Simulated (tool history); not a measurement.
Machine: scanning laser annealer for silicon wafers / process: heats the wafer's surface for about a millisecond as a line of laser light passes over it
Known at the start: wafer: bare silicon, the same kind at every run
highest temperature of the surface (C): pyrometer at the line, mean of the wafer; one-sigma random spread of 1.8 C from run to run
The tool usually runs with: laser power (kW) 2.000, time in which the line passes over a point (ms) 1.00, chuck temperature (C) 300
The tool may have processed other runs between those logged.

| run | hour | laser power (kW) | time in which the line passes over a point (ms) | chuck temperature (C) | highest temperature of the surface (C) |
|---|---|---|---|---|---|
| 1 | 0.0 | 2.000 | 1.00 | 300 | 1008 |
| 2 | 10.0 | 2.000 | 1.00 | 300 | 1010 |
| 3 | 22.7 | 2.000 | 1.00 | 300 | 1012 |
| 4 | 32.7 | 2.000 | 1.00 | 300 | 1005 |
|  | 46.9 | optics aligned, line set to its width |
| 5 | 53.8 | 2.000 | 1.00 | 264 | 972 |
| 6 | 70.0 | 2.000 | 1.00 | 264 | 969 |
| 7 | 82.7 | 2.000 | 1.00 | 300 | 1009 |
| 8 | 91.9 | 2.000 | 1.00 | 300 | 1008 |
|  | 95.5 | window over the wafer cleaned |
| 9 | 107.1 | 1.857 | 1.00 | 300 | 950 |
| 10 | 122.9 | 2.000 | 0.94 | 300 | 985 |
| 11 | 135.6 | 2.000 | 0.94 | 302 | 985 |
| 12 | 150.3 | 2.000 | 0.94 | 302 | 990 |
| 13 | 167.9 | 2.000 | 1.00 | 300 | 1011 |
| 14 | 179.5 | 2.000 | 1.00 | 280 | 990 |
| 15 | 194.2 | 2.000 | 1.00 | 300 | 1011 |
| 16 | 204.5 | 2.000 | 1.00 | 300 | 1012 |
| 17 | 218.8 | 2.000 | 1.00 | 300 | 1011 |
| 18 | 237.5 | 2.000 | 1.00 | 300 | 1011 |
| 19 | 254.4 | 2.000 | 1.00 | 300 | 1012 |
| 20 | 271.5 | 2.000 | 1.00 | 260 | 971 |
| 21 | 280.4 | 2.000 | 1.00 | 260 | 972 |
| 22 | 294.7 | 2.000 | 1.00 | 260 | 971 |
| 23 | 311.1 | 1.711 | 0.93 | 308 | 868 |
| 24 | 319.1 | 2.185 | 0.75 | 323 | 991 |
| 25 | 329.7 | 2.185 | 0.75 | 323 | 991 |
| 26 | 338.8 | 1.885 | 1.00 | 317 | 976 |
| 27 | 347.5 | 2.000 | 0.87 | 306 | 957 |
| 28 | 356.5 | 2.000 | 0.87 | 306 | 961 |
| 29 | 365.2 | 1.783 | 1.08 | 289 | 933 |
| 30 | 374.1 | 2.132 | 0.90 | 314 | 1038 |
| 31 | 384.7 | 2.132 | 1.25 | 296 | 1172 |
| 32 | 401.8 | 2.048 | 1.00 | 268 | 999 |

For run 33, what comes out?
| 33 | 414.4 | 2.048 | 1.00 | 268 | ? |

Run 33 gave highest temperature of the surface (C) 996.
With no hidden state in the tool, this same run would have given highest temperature of the surface (C) 996.
